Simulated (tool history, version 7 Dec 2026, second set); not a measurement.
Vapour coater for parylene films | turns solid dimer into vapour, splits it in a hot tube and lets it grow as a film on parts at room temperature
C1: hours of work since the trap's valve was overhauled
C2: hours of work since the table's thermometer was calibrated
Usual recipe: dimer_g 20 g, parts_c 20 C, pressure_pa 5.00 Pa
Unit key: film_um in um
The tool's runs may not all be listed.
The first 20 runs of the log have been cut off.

{"run": 21, "hour": 251.2, "dimer_g": 15, "parts_c": 18, "pressure_pa": 3.28, "C1": 359, "C2": 201, "film_um": 13.69}
{"run": 22, "hour": 265.1, "dimer_g": 15, "parts_c": 18, "pressure_pa": 3.28, "C1": 368, "C2": 210, "film_um": 13.69}
{"run": 23, "hour": 271.9, "dimer_g": 15, "parts_c": 18, "pressure_pa": 3.28, "C1": 372, "C2": 214, "film_um": 13.69}
{"hour": 277.9, "done": "trap's valve overhauled"}
{"run": 24, "hour": 290.6, "dimer_g": 21, "parts_c": 20, "pressure_pa": 5.0, "C1": 8, "C2": 223, "film_um": 17.61}
{"run": 25, "hour": 301.2, "dimer_g": 21, "parts_c": 20, "pressure_pa": 5.0, "C1": 15, "C2": 230, "film_um": 17.61}
{"run": 26, "hour": 310.6, "dimer_g": 21, "parts_c": 13, "pressure_pa": 5.0, "C1": 21, "C2": 236, "film_um": 21.23}
{"run": 27, "hour": 324.2, "dimer_g": 18, "parts_c": 23, "pressure_pa": 8.56, "C1": 29, "C2": 244, "film_um": 13.4}
{"run": 28, "hour": 335.4, "dimer_g": 36, "parts_c": 14, "pressure_pa": 2.76, "C1": 36, "C2": 251, "film_um": 37.2}
{"run": 29, "hour": 352.1, "dimer_g": 9, "parts_c": 18, "pressure_pa": 4.48, "C1": 47, "C2": 262, "film_um": 8.06}
{"run": 30, "hour": 366.8, "dimer_g": 13, "parts_c": 17, "pressure_pa": 2.83, "C1": 56, "C2": 271, "film_um": 12.33}
{"run": 31, "hour": 376.0, "dimer_g": 9, "parts_c": 17, "pressure_pa": 2.83, "C1": 62, "C2": 277, "film_um": 8.51}
{"run": 32, "hour": 387.3, "dimer_g": 29, "parts_c": 20, "pressure_pa": 4.4, "C1": 69, "C2": 284, "film_um": 24.47}
{"run": 33, "hour": 401.6, "dimer_g": 8, "parts_c": 20, "pressure_pa": 3.06, "C1": 78, "C2": 293, "film_um": 6.96}

5 ways to go on from here, each from the tool as it stands after run 33. What would each give?
{"run": "A", "hour": 412.2, "dimer_g": 20, "parts_c": 27, "pressure_pa": 5.0, "C1": 84, "C2": 300, "film_um": "?"}
{"run": "B", "hour": 412.2, "dimer_g": 20, "parts_c": 13, "pressure_pa": 5.0, "C1": 84, "C2": 300, "film_um": "?"}
{"run": "C", "hour": 412.2, "dimer_g": 8, "parts_c": 22, "pressure_pa": 5.22, "C1": 84, "C2": 300, "film_um": "?"}
{"run": "D", "hour": 412.2, "dimer_g": 19, "parts_c": 20, "pressure_pa": 5.0, "C1": 84, "C2": 300, "film_um": "?"}
{"run": "E", "hour": 412.2, "dimer_g": 26, "parts_c": 13, "pressure_pa": 5.0, "C1": 84, "C2": 300, "film_um": "?"}

run=A film_um=13.96
run=B film_um=20.09
run=C film_um=6.34
run=D film_um=15.88
run=E film_um=26.16
Had the tool no hidden state, the same runs would have come out as:
run=A film_um=13.96
run=B film_um=20.09
run=C film_um=6.35
run=D film_um=15.89
run=E film_um=26.17
